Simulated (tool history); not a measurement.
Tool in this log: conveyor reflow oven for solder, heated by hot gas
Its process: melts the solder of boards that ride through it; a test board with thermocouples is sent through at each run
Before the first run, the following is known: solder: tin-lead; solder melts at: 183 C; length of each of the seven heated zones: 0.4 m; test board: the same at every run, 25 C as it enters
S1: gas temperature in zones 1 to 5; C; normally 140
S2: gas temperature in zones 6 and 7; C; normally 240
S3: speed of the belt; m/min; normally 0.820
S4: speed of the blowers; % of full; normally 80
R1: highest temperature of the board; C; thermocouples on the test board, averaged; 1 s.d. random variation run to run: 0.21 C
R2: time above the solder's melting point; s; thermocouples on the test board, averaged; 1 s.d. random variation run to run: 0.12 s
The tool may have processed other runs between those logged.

run   hour   S1   S2     S3  S4     R1    R2
  1    0.0  140  240  0.820  80  219.0  44.8
  2   11.6  140  240  0.820  80  219.2  44.8
  3   22.5  141  240  0.820  80  219.7  45.2
  4   34.8  139  240  0.820  80  218.9  44.4
  5   42.5  139  240  0.820  80  218.6  44.3
  6   54.4  140  240  0.820  80  218.9  44.7
  7   63.4  140  240  0.820  80  218.7  44.3
  8   70.2  140  240  0.820  80  218.7  44.6
  9   80.6  140  240  0.820  80  218.5  44.8
 10   90.8  140  240  0.741  80  222.3  51.9
 11   99.3  140  240  0.741  80  222.6  51.8
 12  108.3  140  240  0.844  80  217.6  42.5
 13  120.5  140  240  0.844  80  217.9  42.7
 14  127.6  140  240  0.829  80  217.6  43.8
 15  136.7  140  240  0.820  80  218.5  44.4
 16  145.2  138  240  0.820  80  218.1  43.8
 17  151.2  140  240  0.697  69  221.0  54.4
 18  163.4  140  240  0.697  69  220.5  54.2
 19  172.2  126  236  0.700  63  212.5  43.5
 20  181.4  126  246  0.700  63  221.3  49.7
 21  192.5  127  250  0.877  70  217.0  37.0
 22  205.9  136  230  0.723  65  209.0  42.0
 23  213.6  144  240  0.928  72  211.7  35.4
 24  220.3  140  240  0.824  80  217.8  44.0
 25  231.9  140  240  0.824  80  217.9  43.9
 26  242.3  139  240  0.817  90  221.2  46.0
 27  248.2  135  240  0.820  52  206.0  32.0
 28  254.9  135  248  0.870  64  214.6  37.6
 29  264.0  146  240  0.820  80  219.4  46.7
 30  276.4  153  243  0.898  61  213.4  39.9
 31  287.9  140  236  0.662  80  220.9  58.2
     302.7  -- flux residue cleaned out of gas plates and filters
 32  302.8  140  243  0.662  80  229.4  62.7

Below are 3 alternative next runs, each starting from the tool's condition after run 32. Predict each:
  A  315.7  140  243  0.662  88   ?   ?
  B  315.7  132  240  0.820  80   ?   ?
  C  315.7  140  235  0.854  62   ?   ?

run     R1    R2
  A  231.4  63.7
  B  218.9  42.7
  C  208.3  35.0
With no hidden state in the tool, these same runs would have given:
run     R1    R2
  A  232.1  64.0
  B  219.6  43.1
  C  209.0  35.5

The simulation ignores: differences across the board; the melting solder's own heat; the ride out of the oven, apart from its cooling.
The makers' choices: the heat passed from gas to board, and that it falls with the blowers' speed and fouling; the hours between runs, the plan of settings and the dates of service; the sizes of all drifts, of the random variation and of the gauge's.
